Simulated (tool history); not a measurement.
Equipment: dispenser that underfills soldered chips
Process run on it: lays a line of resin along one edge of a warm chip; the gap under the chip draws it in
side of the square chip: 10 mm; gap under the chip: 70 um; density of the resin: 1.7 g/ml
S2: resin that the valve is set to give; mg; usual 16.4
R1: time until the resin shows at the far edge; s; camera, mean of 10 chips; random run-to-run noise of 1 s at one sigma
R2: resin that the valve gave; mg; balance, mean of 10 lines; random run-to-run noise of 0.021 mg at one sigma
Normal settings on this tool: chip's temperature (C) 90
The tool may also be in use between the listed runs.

{"run": 1, "hour": 0.0, "chip's temperature (C)": 90, "S2": 16.4, "R1": 144.9, "R2": 16.18}
{"hour": 2.2, "done": "new syringe of resin"}
{"hour": 6.1, "done": "dispensing valve cleaned and set on the balance"}
{"run": 2, "hour": 7.3, "chip's temperature (C)": 92, "S2": 16.4, "R1": 119, "R2": 16.4}
{"hour": 12.1, "done": "new syringe of resin"}
{"run": 3, "hour": 14.1, "chip's temperature (C)": 92, "S2": 16.4, "R1": 107.3, "R2": 16.4}
{"hour": 21.4, "done": "new syringe of resin"}
{"run": 4, "hour": 21.5, "chip's temperature (C)": 92, "S2": 16.4, "R1": 92.4, "R2": 16.35}
{"run": 5, "hour": 27.7, "chip's temperature (C)": 90, "S2": 14.3, "R1": 144.4, "R2": 14.22}
{"hour": 30.6, "done": "new syringe of resin"}
{"run": 6, "hour": 36.6, "chip's temperature (C)": 90, "S2": 14.3, "R1": 141, "R2": 14.16}
{"hour": 39.8, "done": "new syringe of resin"}
{"run": 7, "hour": 45.6, "chip's temperature (C)": 90, "S2": 20, "R1": 132.5, "R2": 19.84}
{"hour": 48.7, "done": "new syringe of resin"}
{"run": 8, "hour": 50.9, "chip's temperature (C)": 90, "S2": 20, "R1": 108.2, "R2": 19.82}
{"hour": 58.4, "done": "new syringe of resin"}
{"run": 9, "hour": 62.7, "chip's temperature (C)": 90, "S2": 20, "R1": 122.3, "R2": 19.74}
{"hour": 67.7, "done": "new syringe of resin"}
{"run": 10, "hour": 70.9, "chip's temperature (C)": 90, "S2": 20, "R1": 112.3, "R2": 19.7}
{"hour": 76.5, "done": "new syringe of resin"}
{"hour": 79.8, "done": "dispensing valve cleaned and set on the balance"}
{"run": 11, "hour": 83.1, "chip's temperature (C)": 102, "S2": 16.4, "R1": 97.6, "R2": 16.35}
{"hour": 86.4, "done": "new syringe of resin"}
{"run": 12, "hour": 88.8, "chip's temperature (C)": 102, "S2": 16.4, "R1": 81.7, "R2": 16.35}
{"run": 13, "hour": 94.7, "chip's temperature (C)": 103, "S2": 14.8, "R1": 112.5, "R2": 14.74}
{"hour": 95.6, "done": "new syringe of resin"}
{"run": 14, "hour": 103.5, "chip's temperature (C)": 105, "S2": 16.6, "R1": 99.6, "R2": 16.48}
{"hour": 104.6, "done": "new syringe of resin"}
{"hour": 113.3, "done": "new syringe of resin"}
{"run": 15, "hour": 114.3, "chip's temperature (C)": 97, "S2": 16.4, "R1": 85.1, "R2": 16.27}
{"run": 16, "hour": 119.7, "chip's temperature (C)": 97, "S2": 16.4, "R1": 115.8, "R2": 16.23}
{"hour": 122.1, "done": "new syringe of resin"}
{"run": 17, "hour": 130.4, "chip's temperature (C)": 97, "S2": 16.4, "R1": 130.7, "R2": 16.17}
{"hour": 131.6, "done": "new syringe of resin"}
{"run": 18, "hour": 135.8, "chip's temperature (C)": 88, "S2": 17.7, "R1": 129.6, "R2": 17.46}
{"hour": 141.4, "done": "new syringe of resin"}
{"run": 19, "hour": 144.7, "chip's temperature (C)": 88, "S2": 17.7, "R1": 121.1, "R2": 17.4}
{"hour": 150.4, "done": "new syringe of resin"}
{"hour": 153.2, "done": "dispensing valve cleaned and set on the balance"}
{"run": 20, "hour": 153.2, "chip's temperature (C)": 89, "S2": 15.8, "R1": 107.8, "R2": 15.81}
{"hour": 160.8, "done": "new syringe of resin"}
{"run": 21, "hour": 163.7, "chip's temperature (C)": 89, "S2": 18.7, "R1": 113.5, "R2": 18.72}
{"hour": 169.8, "done": "new syringe of resin"}
{"run": 22, "hour": 170.9, "chip's temperature (C)": 97, "S2": 17.2, "R1": 86.5, "R2": 17.12}
{"run": 23, "hour": 177.4, "chip's temperature (C)": 90, "S2": 14.3, "R1": 155.4, "R2": 14.2}
{"hour": 178.5, "done": "new syringe of resin"}
{"run": 24, "hour": 185.1, "chip's temperature (C)": 90, "S2": 14.3, "R1": 144.4, "R2": 14.18}

Forecast each of these 4 alternatives for the next run:
{"hour": 188.2, "done": "new syringe of resin"}
{"hour": 197.4, "done": "new syringe of resin"}
{"run": "A", "hour": 197.4, "chip's temperature (C)": 99, "S2": 14.3, "R1": "?", "R2": "?"}
{"hour": 188.2, "done": "new syringe of resin"}
{"hour": 197.4, "done": "new syringe of resin"}
{"run": "B", "hour": 197.4, "chip's temperature (C)": 90, "S2": 17.2, "R1": "?", "R2": "?"}
{"hour": 188.2, "done": "new syringe of resin"}
{"hour": 197.4, "done": "new syringe of resin"}
{"run": "C", "hour": 197.4, "chip's temperature (C)": 96, "S2": 16.4, "R1": "?", "R2": "?"}
{"hour": 188.2, "done": "new syringe of resin"}
{"hour": 197.4, "done": "new syringe of resin"}
{"run": "D", "hour": 197.4, "chip's temperature (C)": 102, "S2": 14.1, "R1": "?", "R2": "?"}

run=A R1=82.3 R2=14.15
run=B R1=96.7 R2=17
run=C R1=84.4 R2=16.26
run=D R1=77.1 R2=13.96
With no hidden state in the tool, these same runs would have given:
run=A R1=83.2 R2=14.29
run=B R1=98 R2=17.17
run=C R1=85.5 R2=16.42
run=D R1=77.9 R2=14.1
